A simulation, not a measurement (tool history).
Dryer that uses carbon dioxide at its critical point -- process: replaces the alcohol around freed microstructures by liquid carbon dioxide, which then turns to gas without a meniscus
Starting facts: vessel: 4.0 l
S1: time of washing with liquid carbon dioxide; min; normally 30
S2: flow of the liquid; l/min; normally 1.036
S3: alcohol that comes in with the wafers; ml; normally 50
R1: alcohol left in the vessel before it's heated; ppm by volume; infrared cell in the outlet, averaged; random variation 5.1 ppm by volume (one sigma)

Run 1, hour 0: usual settings. Result: R1 144 ppm by volume.
Run 2, hour 15.5: usual settings. Result: R1 145 ppm by volume.
Run 3, hour 28: usual settings but S2 1.61 l/min. Result: R1 97 ppm by volume.
Run 4, hour 45.7: usual settings but S2 1.61 l/min. Result: R1 109 ppm by volume.
Run 5, hour 56.5: usual settings but S2 1.61 l/min. Result: R1 115 ppm by volume.
Run 6, hour 68.1: usual settings but S2 1.61 l/min. Result: R1 105 ppm by volume.
Run 7, hour 84.1: usual settings but S2 1.61 l/min. Result: R1 108 ppm by volume.
Run 8, hour 94.1: usual settings but S2 1.17 l/min. Result: R1 142 ppm by volume.
Run 9, hour 110.2: usual settings but S1 40 min. Result: R1 119 ppm by volume.
Run 10, hour 121.3: usual settings but S2 0.7 l/min. Result: R1 478 ppm by volume.
Run 11, hour 140.3: usual settings. Result: R1 179 ppm by volume.
Run 12, hour 156.1: usual settings. Result: R1 184 ppm by volume.
Run 13, hour 168.6: usual settings. Result: R1 181 ppm by volume.
Run 14, hour 177.2: usual settings. Result: R1 179 ppm by volume.
Run 15, hour 193.3: usual settings. Result: R1 187 ppm by volume.
Run 16, hour 211.1: usual settings. Result: R1 189 ppm by volume.
Run 17, hour 220.5: usual settings. Result: R1 195 ppm by volume.
Run 18, hour 238.5: usual settings. Result: R1 197 ppm by volume.
Run 19, hour 254.1: usual settings but S3 46 ml. Result: R1 196 ppm by volume.

Expected results for the next run?
Run 20, hour 269.1: usual settings but S1 42 min. Result: R1 ?.

R1: 142 ppm by volume
Without the tool's hidden state the same run would have given R1 8 ppm by volume.
